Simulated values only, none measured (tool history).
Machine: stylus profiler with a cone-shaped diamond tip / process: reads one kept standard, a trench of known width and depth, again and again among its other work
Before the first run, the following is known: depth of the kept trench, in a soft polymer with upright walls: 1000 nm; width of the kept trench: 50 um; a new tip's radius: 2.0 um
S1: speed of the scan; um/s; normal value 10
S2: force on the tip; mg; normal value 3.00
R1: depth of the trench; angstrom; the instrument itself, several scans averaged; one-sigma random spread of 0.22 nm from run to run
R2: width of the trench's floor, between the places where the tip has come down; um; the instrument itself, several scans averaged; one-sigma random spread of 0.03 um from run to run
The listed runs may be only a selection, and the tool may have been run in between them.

run     day  S1    S2       R1     R2
  1   0.000  10  3.00  10075.8  46.46
  2   0.617  10  3.00  10073.5  46.50
  3   1.604  10  3.00  10073.3  46.51
  4   2.417  10  3.00  10075.1  46.52
  5   3.046  10  3.00  10073.2  46.49
  6   3.500  10  3.00  10072.7  46.47
  7   4.462  10  3.00  10076.1  46.46
  8   5.146  10  3.00  10075.4  46.50
  9   6.192  10  1.23  10042.1  46.41
 10   6.675  10  1.23  10042.7  46.44
 11   7.538  23  3.00  10075.6  46.40
 12   8.183  23  3.00  10079.5  46.42
 13   9.133  23  3.00  10076.9  46.40
 14   9.625  23  3.00  10073.7  46.47
 15  10.129  23  3.00  10074.7  46.45
 16  11.200   4  3.00  10075.3  46.55
 17  12.117  10  3.00  10070.8  46.47
 18  12.771  10  3.00  10073.7  46.48
 19  13.879   4  3.00  10076.2  46.48
 20  14.850   4  3.00  10077.3  46.48
 21  15.579  15  3.00  10076.8  46.49
 22  16.329  15  3.00  10075.4  46.51
 23  17.246  15  3.00  10068.5  46.44
 24  17.800   2  3.74  10087.3  46.48
 25  18.575   4  7.92  10143.4  46.57
 26  19.575   4  7.92  10147.1  46.50
 27  20.367   4  7.92  10145.4  46.50
 28  21.083  26  1.47  10046.4  46.34
 29  21.546  14  4.34  10092.8  46.47
 30  22.479   2  1.56  10047.8  46.47
 31  23.333   2  1.56  10048.1  46.50
 32  24.425   2  1.56  10047.9  46.53
 33  25.271   7  1.27  10041.7  46.48
 34  25.983   9  2.34  10065.7  46.47
 35  26.808   9  2.34  10065.1  46.48
 36  27.588   9  2.34  10061.5  46.48
 37  28.058  18  1.26  10039.8  46.42
 38  28.817  18  1.26  10043.3  46.37
 39  29.717  18  1.26  10043.9  46.39
 40  30.396   7  2.67  10070.1  46.48

Here are 4 independent what-if runs from the current tool condition. What would each one return?
  A  31.167  10  6.95   ?   ?
  B  31.167  36  1.46   ?   ?
  C  31.167  16  4.41   ?   ?
  D  31.167   3  2.67   ?   ?

run       R1     R2
  A  10133.6  46.46
  B  10044.9  46.27
  C  10101.0  46.45
  D  10070.4  46.50
Take away the tool's hidden state, keep each run's random variation, and the runs would have read:
run       R1     R2
  A  10133.9  46.47
  B  10045.2  46.29
  C  10101.3  46.46
  D  10070.7  46.52
